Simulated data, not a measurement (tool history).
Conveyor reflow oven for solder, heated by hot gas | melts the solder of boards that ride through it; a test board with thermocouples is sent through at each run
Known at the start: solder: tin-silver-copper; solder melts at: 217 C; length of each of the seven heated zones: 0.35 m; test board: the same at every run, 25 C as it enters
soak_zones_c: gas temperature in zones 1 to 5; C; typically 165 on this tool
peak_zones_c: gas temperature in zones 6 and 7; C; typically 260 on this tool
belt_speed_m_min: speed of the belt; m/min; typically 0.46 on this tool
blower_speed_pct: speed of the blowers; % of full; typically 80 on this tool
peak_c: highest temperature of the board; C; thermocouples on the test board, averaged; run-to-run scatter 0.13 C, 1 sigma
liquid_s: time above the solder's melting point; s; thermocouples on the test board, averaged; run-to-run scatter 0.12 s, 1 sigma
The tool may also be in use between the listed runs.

run 1 hour=0 | soak_zones_c=165 peak_zones_c=260 belt_speed_m_min=0.46 blower_speed_pct=80 | peak_c=246.9 liquid_s=61.2
run 2 hour=36.9 | soak_zones_c=165 peak_zones_c=260 belt_speed_m_min=0.46 blower_speed_pct=80 | peak_c=246.8 liquid_s=61.2
run 3 hour=59.1 | soak_zones_c=165 peak_zones_c=260 belt_speed_m_min=0.46 blower_speed_pct=80 | peak_c=246.7 liquid_s=61
run 4 hour=77 | soak_zones_c=165 peak_zones_c=260 belt_speed_m_min=0.46 blower_speed_pct=80 | peak_c=246.9 liquid_s=61.3
run 5 hour=95.1 | soak_zones_c=165 peak_zones_c=260 belt_speed_m_min=0.46 blower_speed_pct=80 | peak_c=247 liquid_s=61.2
run 6 hour=125.2 | soak_zones_c=165 peak_zones_c=260 belt_speed_m_min=0.46 blower_speed_pct=80 | peak_c=246.8 liquid_s=61.1
run 7 hour=157.1 | soak_zones_c=165 peak_zones_c=260 belt_speed_m_min=0.46 blower_speed_pct=80 | peak_c=246.7 liquid_s=61.1
run 8 hour=187.2 | soak_zones_c=165 peak_zones_c=260 belt_speed_m_min=0.46 blower_speed_pct=80 | peak_c=246.7 liquid_s=61.2
run 9 hour=213.9 | soak_zones_c=165 peak_zones_c=260 belt_speed_m_min=0.46 blower_speed_pct=80 | peak_c=246.7 liquid_s=61.3
run 10 hour=234.2 | soak_zones_c=165 peak_zones_c=260 belt_speed_m_min=0.46 blower_speed_pct=80 | peak_c=246.7 liquid_s=61.2
run 11 hour=262.2 | soak_zones_c=165 peak_zones_c=260 belt_speed_m_min=0.46 blower_speed_pct=80 | peak_c=247 liquid_s=61.3
run 12 hour=286.6 | soak_zones_c=165 peak_zones_c=260 belt_speed_m_min=0.46 blower_speed_pct=80 | peak_c=247 liquid_s=61.1
run 13 hour=313.5 | soak_zones_c=165 peak_zones_c=260 belt_speed_m_min=0.46 blower_speed_pct=80 | peak_c=246.7 liquid_s=61
run 14 hour=350 | soak_zones_c=165 peak_zones_c=260 belt_speed_m_min=0.46 blower_speed_pct=80 | peak_c=246.8 liquid_s=61.2
run 15 hour=374 | soak_zones_c=170 peak_zones_c=260 belt_speed_m_min=0.413 blower_speed_pct=80 | peak_c=250.5 liquid_s=75.6
run 16 hour=398.3 | soak_zones_c=171 peak_zones_c=272 belt_speed_m_min=0.407 blower_speed_pct=78 | peak_c=261.9 liquid_s=86.6
run 17 hour=421.1 | soak_zones_c=158 peak_zones_c=260 belt_speed_m_min=0.406 blower_speed_pct=80 | peak_c=249.6 liquid_s=71
run 18 hour=451.3 | soak_zones_c=158 peak_zones_c=260 belt_speed_m_min=0.406 blower_speed_pct=80 | peak_c=249.5 liquid_s=71
run 19 hour=470.6 | soak_zones_c=175 peak_zones_c=260 belt_speed_m_min=0.46 blower_speed_pct=80 | peak_c=248.4 liquid_s=66.7
run 20 hour=492.3 | soak_zones_c=175 peak_zones_c=263 belt_speed_m_min=0.46 blower_speed_pct=80 | peak_c=251.6 liquid_s=69
run 21 hour=519.4 | soak_zones_c=176 peak_zones_c=269 belt_speed_m_min=0.399 blower_speed_pct=75 | peak_c=259.7 liquid_s=89
run 22 hour=538.7 | soak_zones_c=176 peak_zones_c=269 belt_speed_m_min=0.399 blower_speed_pct=75 | peak_c=260.2 liquid_s=88.8
run 23 hour=571.9 | soak_zones_c=165 peak_zones_c=257 belt_speed_m_min=0.46 blower_speed_pct=52 | peak_c=239.3 liquid_s=50.2
run 24 hour=596.6 | soak_zones_c=162 peak_zones_c=261 belt_speed_m_min=0.479 blower_speed_pct=51 | peak_c=240.6 liquid_s=47.8
run 25 hour=614.7 | soak_zones_c=171 peak_zones_c=261 belt_speed_m_min=0.479 blower_speed_pct=79 | peak_c=247.4 liquid_s=61
run 26 hour=640.5 | soak_zones_c=171 peak_zones_c=261 belt_speed_m_min=0.479 blower_speed_pct=79 | peak_c=247.6 liquid_s=61.2
run 27 hour=670 | soak_zones_c=165 peak_zones_c=260 belt_speed_m_min=0.498 blower_speed_pct=51 | peak_c=238.7 liquid_s=44.4
run 28 hour=695.9 | soak_zones_c=165 peak_zones_c=260 belt_speed_m_min=0.46 blower_speed_pct=54 | peak_c=242.7 liquid_s=54.4

Forecast each of these 5 alternatives for the next run:
run A hour=725.1 | soak_zones_c=165 peak_zones_c=256 belt_speed_m_min=0.46 blower_speed_pct=57 | peak_c=? liquid_s=?
run B hour=725.1 | soak_zones_c=165 peak_zones_c=260 belt_speed_m_min=0.395 blower_speed_pct=61 | peak_c=? liquid_s=?
run C hour=725.1 | soak_zones_c=179 peak_zones_c=260 belt_speed_m_min=0.46 blower_speed_pct=80 | peak_c=? liquid_s=?
run D hour=725.1 | soak_zones_c=180 peak_zones_c=272 belt_speed_m_min=0.46 blower_speed_pct=78 | peak_c=? liquid_s=?
run E hour=725.1 | soak_zones_c=163 peak_zones_c=249 belt_speed_m_min=0.476 blower_speed_pct=80 | peak_c=? liquid_s=?

run=A peak_c=239.6 liquid_s=51.2
run=B peak_c=248.8 liquid_s=74.2
run=C peak_c=249.3 liquid_s=69.5
run=D peak_c=260 liquid_s=77.7
run=E peak_c=236 liquid_s=45.1
Without the tool's hidden state the same runs would have given:
run=A peak_c=239.4 liquid_s=51.1
run=B peak_c=248.4 liquid_s=73.9
run=C peak_c=249 liquid_s=69.3
run=D peak_c=259.8 liquid_s=77.4
run=E peak_c=235.9 liquid_s=45.4

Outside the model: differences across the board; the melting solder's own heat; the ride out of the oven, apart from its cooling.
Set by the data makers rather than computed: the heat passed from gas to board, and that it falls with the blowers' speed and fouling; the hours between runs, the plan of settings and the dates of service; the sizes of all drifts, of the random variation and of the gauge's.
